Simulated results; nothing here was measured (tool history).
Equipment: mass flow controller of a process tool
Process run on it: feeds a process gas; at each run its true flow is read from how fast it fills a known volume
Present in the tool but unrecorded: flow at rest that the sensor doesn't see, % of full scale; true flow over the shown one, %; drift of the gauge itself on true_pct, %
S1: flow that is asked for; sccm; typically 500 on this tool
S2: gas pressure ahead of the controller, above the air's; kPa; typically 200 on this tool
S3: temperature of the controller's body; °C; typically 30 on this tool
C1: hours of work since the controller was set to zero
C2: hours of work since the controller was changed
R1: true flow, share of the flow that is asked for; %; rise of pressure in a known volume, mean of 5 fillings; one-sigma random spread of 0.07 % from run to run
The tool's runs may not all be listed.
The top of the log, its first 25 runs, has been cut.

| run | hour | S1 | S2 | S3 | C1 | C2 | R1 |
|---|---|---|---|---|---|---|---|
|  | 8129 | controller's zero set anew |
| 26 | 8183.8 | 285 | 179 | 37 | 32 | 7350 | 97.96 |
| 27 | 8584 | 219 | 159 | 30 | 267 | 7585 | 98.44 |
| 28 | 8990.8 | 219 | 159 | 30 | 506 | 7824 | 98.31 |
| 29 | 9186.1 | 500 | 167 | 30 | 621 | 7939 | 98.39 |
| 30 | 9391.5 | 223 | 176 | 30 | 742 | 8060 | 98.35 |
| 31 | 9587.3 | 223 | 176 | 30 | 857 | 8175 | 98.21 |
| 32 | 10033.9 | 270 | 242 | 30 | 1119 | 8437 | 98.34 |
| 33 | 10357.2 | 270 | 239 | 30 | 1309 | 8627 | 98.4 |
| 34 | 10691.3 | 500 | 174 | 30 | 1505 | 8823 | 98.03 |
| 35 | 11004.2 | 987 | 200 | 30 | 1689 | 9007 | 98.58 |
| 36 | 11255.2 | 613 | 147 | 30 | 1837 | 9155 | 97.75 |
| 37 | 11577 | 613 | 147 | 30 | 2026 | 9344 | 97.53 |
| 38 | 11786.9 | 500 | 199 | 30 | 2149 | 9467 | 97.83 |
| 39 | 12009.8 | 500 | 199 | 30 | 2280 | 9598 | 97.79 |
| 40 | 12289.4 | 500 | 199 | 30 | 2444 | 9762 | 97.65 |
| 41 | 12518 | 112 | 178 | 20 | 2579 | 9897 | 98.17 |
| 42 | 12887.3 | 121 | 153 | 38 | 2796 | 10114 | 96.15 |
| 43 | 13182.6 | 121 | 153 | 38 | 2969 | 10287 | 96.06 |
| 44 | 13386.6 | 500 | 219 | 30 | 3089 | 10407 | 97.34 |
| 45 | 13629.9 | 132 | 200 | 38 | 3232 | 10550 | 96.11 |
| 46 | 13837.2 | 690 | 163 | 29 | 3354 | 10672 | 97.12 |
| 47 | 14260.4 | 690 | 236 | 29 | 3602 | 10920 | 97.55 |
| 48 | 14643.2 | 227 | 231 | 30 | 3827 | 11145 | 97.04 |

Forecast each of these 3 alternatives for the next run:
| A | 15023.3 | 152 | 258 | 30 | 4051 | 11369 | ? |
| B | 15023.3 | 227 | 192 | 27 | 4051 | 11369 | ? |
| C | 15023.3 | 204 | 261 | 23 | 4051 | 11369 | ? |

| run | R1 |
|---|---|
| A | 97 |
| B | 96.94 |
| C | 97.8 |
What these runs would have given with no unlogged condition in the tool:
| run | R1 |
|---|---|
| A | 99.24 |
| B | 99.18 |
| C | 100.06 |
